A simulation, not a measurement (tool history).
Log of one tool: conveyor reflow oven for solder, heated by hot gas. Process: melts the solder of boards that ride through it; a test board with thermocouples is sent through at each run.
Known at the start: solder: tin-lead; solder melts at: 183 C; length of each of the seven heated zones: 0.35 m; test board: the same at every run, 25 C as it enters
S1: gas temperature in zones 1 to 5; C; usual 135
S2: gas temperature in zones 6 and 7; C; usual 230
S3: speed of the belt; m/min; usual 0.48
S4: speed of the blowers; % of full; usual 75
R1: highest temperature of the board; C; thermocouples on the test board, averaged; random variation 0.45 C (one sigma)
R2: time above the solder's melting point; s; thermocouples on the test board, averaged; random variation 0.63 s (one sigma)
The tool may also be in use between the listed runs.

run	hour	S1	S2	S3	S4	R1	R2
1	0	135	230	0.48	75	215.3	63.6
2	37.7	135	230	0.48	70	213.1	62.9
3	80.9	135	230	0.48	70	213.4	61.1
4	105.7	135	230	0.48	70	212.9	60.2
5	136	135	230	0.48	70	213.1	61.6
6	167.3	135	230	0.48	70	213.1	60.7
7	198.6	135	230	0.48	70	213.1	60.8
8	226.1	136	230	0.443	75	215.4	70.4
9	256.2	141	230	0.48	75	213.6	64.3
10	292.1	135	223	0.455	55	204.2	54.2
11	324.9	135	231	0.455	55	210.3	62.1

The same runs without the tool's hidden state, with the same run-to-run variation:
The hidden state here: heat that the gas passes to the board, % of a clean oven's; belt's true speed, % of the reading; true gas temperature in zones 6 and 7 over the reading, C; drift of the gauge itself on peak_c, C; drift of the gauge itself on liquid_s, %.
run	R1	R2
1	217.2	65.2
2	215.4	64.9
3	215.9	63.4
4	215.7	62.7
5	216.1	64.5
6	216.3	63.9
7	216.5	64.2
8	218.9	73.6
9	217.4	67.8
10	207.9	59.5
11	214.4	66.6
